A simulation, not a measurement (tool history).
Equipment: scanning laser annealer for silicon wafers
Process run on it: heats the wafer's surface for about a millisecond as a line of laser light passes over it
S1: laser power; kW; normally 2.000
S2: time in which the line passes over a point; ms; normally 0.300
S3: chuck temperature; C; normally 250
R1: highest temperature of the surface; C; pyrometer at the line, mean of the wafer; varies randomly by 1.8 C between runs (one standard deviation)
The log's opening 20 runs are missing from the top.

run   hour     S1     S2   S3    R1
 21  143.1  2.132  0.313  284  1112
 22  147.8  2.132  0.224  284   974
 23  157.7  2.132  0.224  284   972
 24  162.8  1.960  0.275  234   947
 25  168.4  1.960  0.275  234   948
 26  173.8  1.960  0.275  234   947
 27  180.5  1.960  0.275  234   945
 28  186.9  1.937  0.300  243   980
 29  192.4  1.937  0.300  243   980
 30  197.5  1.937  0.300  243   980

Alternative continuations, all from the tool just after run 30; predict every row:
  A  204.9  2.035  0.366  227   ?
  B  204.9  2.045  0.362  283   ?
  C  204.9  1.973  0.295  217   ?

run    R1
  A  1083
  B  1138
  C   962
Without the tool's unlogged condition, the same runs would have read:
run    R1
  A  1100
  B  1155
  C   976
